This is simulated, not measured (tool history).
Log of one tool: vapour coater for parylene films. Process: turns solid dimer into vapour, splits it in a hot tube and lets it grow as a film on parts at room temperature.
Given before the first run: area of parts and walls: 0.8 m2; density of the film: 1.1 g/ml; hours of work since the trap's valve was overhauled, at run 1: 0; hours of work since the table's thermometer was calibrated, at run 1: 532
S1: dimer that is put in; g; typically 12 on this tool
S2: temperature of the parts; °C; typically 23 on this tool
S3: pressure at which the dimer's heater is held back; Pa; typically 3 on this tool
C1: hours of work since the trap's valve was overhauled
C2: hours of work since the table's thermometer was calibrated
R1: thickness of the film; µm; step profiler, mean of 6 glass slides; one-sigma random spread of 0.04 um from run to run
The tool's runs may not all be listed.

run,hour,S1,S2,S3,C1,C2,R1
1,0,12,23,3,0,532,8.49
2,36.6,12,23,3,29,561,8.47
3,67.5,12,23,3,54,586,8.51
4,109.4,12,23,3,87,619,8.44
5,144.3,12,23,3,114,647,8.37
6,184.9,12,23,3,147,679,8.34
7,217.8,12,23,3,173,705,8.3
8,253.7,12,23,3,201,734,8.3
9,278.3,12,23,3,221,753,8.28
10,307.3,12,23,10.36,244,776,7.14
11,353.2,12,23,10.36,280,812,7.11
12,404.7,12,23,10.36,321,853,7.04
13,429.2,12,20,3,340,873,9.3
14,478.6,9,20,3,380,912,6.96
15,531.4,9,20,3,421,954,6.9
16,560.4,9,20,3,444,977,6.91
17,594.2,12,23,3,471,1004,7.99
18,645.3,12,23,3,512,1044,7.98
19,681.9,12,23,3,541,1073,7.85
20,720.2,12,23,3,571,1103,7.82
# hour 736.4: trap's valve overhauled
21,771.7,12,23,3,28,1141,8.57
22,810.9,12,23,3,59,1172,8.56
23,853.5,12,22,3,93,1206,8.95
24,899.4,12,25,3,129,1242,7.77
25,948.8,12,23,4.12,168,1282,8.17
26,970.2,14,25,5.54,185,1299,8.42
27,1002.5,18,23,8.65,211,1324,11.26
28,1045.7,18,23,3.03,245,1358,12.58
29,1097.7,18,23,3.03,286,1400,12.54
30,1126.6,12,29,2.96,309,1423,6.23
31,1169.5,14,23,4.96,343,1457,9.21
32,1193.2,14,23,9.3,362,1475,8.5
33,1222.7,14,23,9.3,386,1499,8.51

Run 34 has not been measured yet. What should we expect?
34,1271.7,12,19,9,424,1538,?

R1: 8.67 µm
Minus the tool's unlogged condition, the same run would have read R1 8.83 µm.
